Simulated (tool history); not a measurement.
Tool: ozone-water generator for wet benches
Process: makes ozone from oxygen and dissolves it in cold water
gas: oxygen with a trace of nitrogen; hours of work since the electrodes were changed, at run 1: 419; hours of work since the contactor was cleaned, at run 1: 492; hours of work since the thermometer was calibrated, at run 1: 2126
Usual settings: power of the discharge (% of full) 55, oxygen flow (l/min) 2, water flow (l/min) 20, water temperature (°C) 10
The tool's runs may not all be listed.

run    hour  power of the discharge (% of full)  oxygen flow (l/min)  water flow (l/min)  water temperature (°C)  hours of work since the electrodes were changed  hours of work since the contactor was cleaned  hours of work since the thermometer was calibrated  dissolved ozone (ppm)  ozone in the gas ahead of the water (g/m3)
  1       0                                  55                    2                  20                      10                                              419                                            492                                                2126                   12.2                                       181.2
  2    54.9                                  55                    2                  20                      10                                              471                                            544                                                2179                   12.1                                       182.9
  3    84.3                                  55                    2                  20                      10                                              499                                            573                                                2207                     12                                       182.4
  4     118                                  55                    2                  20                      10                                              532                                            605                                                2239                   12.2                                       182.5
  5   171.4                                  55                    2                  20                      10                                              583                                            656                                                2290                   12.2                                       182.9
  6   225.4                                  55                    2                  28                      10                                              634                                            708                                                2342                    8.5                                         181
  7     262                                  55                 2.98                  20                      10                                              669                                            742                                                2377                   13.5                                       145.5
  8   291.4                                  55                 1.66                  20                      10                                              698                                            771                                                2405                   11.7                                       202.3
  9   333.1                                  60                 1.66                  20                      10                                              737                                            811                                                2445                   12.1                                       211.4
 10   380.6                                  60                 1.66                  20                      10                                              783                                            856                                                2490                   12.1                                       213.8
 11   416.7                                  47                    2                  20                      10                                              817                                            891                                                2525                     11                                       168.9
 12   466.4                                  47                    2                  20                      10                                              865                                            938                                                2572                   11.1                                         167
 13   493.9                                  47                    2                  22                      10                                              891                                            964                                                2599                   10.2                                       168.8
 14   522.3                                  47                    2                  22                      10                                              918                                            991                                                2626                   10.1                                       167.9
 15   563.7                                  55                  1.7                  20                      10                                              958                                           1031                                                2665                   11.7                                       199.4
 16   595.1                                  55                  1.7                  20                      10                                              988                                           1061                                                2695                   11.9                                       200.1
 17   626.5                                  55                  1.7                  20                      10                                             1018                                           1091                                                2725                   11.6                                       200.9
 18   652.9                                  55                  1.7                  14                      10                                             1043                                           1116                                                2751                   16.9                                       199.5
 19   695.1                                  55                  1.7                  17                      17                                             1084                                           1157                                                2791                   13.4                                       200.6
 20   737.6                                  55                    2                  20                      11                                             1124                                           1197                                                2832                   12.1                                       182.6
 21   790.1                                  85                    2                  20                      11                                             1174                                           1248                                                2882                   15.3                                       234.6
 22     831                                  85                    2                  20                      11                                             1214                                           1287                                                2921                   15.6                                       234.1
 23   877.6                                  85                  1.8                  20                      16                                             1258                                           1331                                                2966                   14.3                                       247.7
 24   928.4                                  85                  1.8                  20                      16                                             1307                                           1380                                                3014                   14.4                                       248.9
 25   970.2                                  85                  1.8                  20                      16                                             1347                                           1420                                                3054                   14.4                                       250.7
 26  1019.8                                  85                  1.8                  20                      16                                             1394                                           1467                                                3102                   14.4                                       247.2
 27  1062.6                                  85                  1.8                  20                      16                                             1435                                           1508                                                3143                   14.3                                       249.6
 28    1112                                  55                    2                  17                      10                                             1482                                           1555                                                3190                   14.5                                         186
     1149.9  -- gauge calibrated
 29  1150.4                                  55                 2.88                  12                      10                                             1519                                           1592                                                3226                   20.9                                       147.8
 30  1198.3                                  55                 3.44                  16                      10                                             1565                                           1638                                                3272                   16.7                                       133.2
 31  1228.5                                  86                 3.44                  17                      10                                             1594                                           1667                                                3301                   20.1                                         172
 32  1273.9                                  55                 2.62                  20                      10                                             1637                                           1710                                                3345                     13                                       156.5

Hidden state or all else? Some run-to-run changes of ozone in the gas ahead of the water (g/m3), split into what the settings, what came in and random variation would give without the hidden state, and what is left for the hidden state (with any gauge scatter that isn't in both results):
The hidden state here: yield of the discharge, % of new electrodes'; contactor's efficiency, % of a clean one's; true water temperature over the reading, C; drift of the gauge itself on ozone_ppm, %; drift of the gauge itself on gas_g_m3, %.
Run 7 -> 8: oxygen flow (l/min) 2.98 -> 1.66. ozone in the gas ahead of the water (g/m3) +56.8: hidden state +0.6, all else +56.2.
Run 20 -> 21: power of the discharge (% of full) 55 -> 85. ozone in the gas ahead of the water (g/m3) +52: hidden state +1.3, all else +50.7.
Run 27 -> 28: power of the discharge (% of full) 85 -> 55, oxygen flow (l/min) 1.8 -> 2, water flow (l/min) 20 -> 17, water temperature (°C) 16 -> 10. ozone in the gas ahead of the water (g/m3) -63.6: hidden state -1.5, all else -62.1.
Run 28 -> 29: oxygen flow (l/min) 2 -> 2.88, water flow (l/min) 17 -> 12, gauge calibrated. ozone in the gas ahead of the water (g/m3) -38.2: hidden state -5.1, all else -33.1.

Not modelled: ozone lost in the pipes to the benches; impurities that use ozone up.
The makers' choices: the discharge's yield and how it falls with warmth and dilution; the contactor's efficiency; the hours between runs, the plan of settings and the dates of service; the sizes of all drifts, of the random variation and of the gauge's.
